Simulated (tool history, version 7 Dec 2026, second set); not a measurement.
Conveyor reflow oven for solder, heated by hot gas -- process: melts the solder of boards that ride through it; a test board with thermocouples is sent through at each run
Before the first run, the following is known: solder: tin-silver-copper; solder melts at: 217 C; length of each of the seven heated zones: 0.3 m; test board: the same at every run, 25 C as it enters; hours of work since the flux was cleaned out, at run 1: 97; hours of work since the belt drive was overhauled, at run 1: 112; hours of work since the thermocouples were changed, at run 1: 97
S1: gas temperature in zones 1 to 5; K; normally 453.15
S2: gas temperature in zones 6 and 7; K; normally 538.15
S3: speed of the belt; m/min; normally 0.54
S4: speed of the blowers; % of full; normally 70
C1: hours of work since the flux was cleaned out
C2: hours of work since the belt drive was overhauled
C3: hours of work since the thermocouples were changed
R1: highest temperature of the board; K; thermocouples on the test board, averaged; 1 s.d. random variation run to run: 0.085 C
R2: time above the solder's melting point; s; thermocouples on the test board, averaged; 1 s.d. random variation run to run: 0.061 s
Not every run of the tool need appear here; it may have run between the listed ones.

run	hour	S1	S2	S3	S4	C1	C2	C3	R1	R2
1	0	453.15	538.15	0.54	70	97	112	97	523.41	50.41
2	6.6	453.15	538.15	0.54	70	100	115	100	523.28	50.39
3	18	453.15	538.15	0.54	70	105	119	105	523.37	50.41
4	30.7	453.15	539.15	0.54	70	110	125	110	524.02	50.92
5	37.1	453.15	538.15	0.54	70	113	127	113	523.28	50.47
6	45.5	451.15	538.15	0.54	70	116	131	116	522.87	49.38
7	51	453.15	551.15	0.609	74	119	133	119	531.07	48.15
8	63.9	467.15	538.15	0.54	76	124	139	124	526.55	58.05
9	76.9	446.15	529.15	0.552	81	129	144	129	515.12	41.33
10	85.9	446.15	529.15	0.552	81	133	148	133	515.02	41.38
11	97.1	460.15	534.15	0.54	70	138	152	138	520.93	51.53

Alternative continuations, all from the tool just after run 11; predict every row:
A	109.9	460.15	530.15	0.54	59	143	158	143	?	?
B	109.9	460.15	535.15	0.54	70	143	158	143	?	?
C	109.9	453.15	538.15	0.467	70	143	158	143	?	?

run	R1	R2
A	515.75	46.88
B	521.73	52.11
C	527.17	62.15
Without the tool's unlogged condition, the same runs would have read:
run	R1	R2
A	516.38	47.8
B	522.43	52.88
C	527.75	62.76
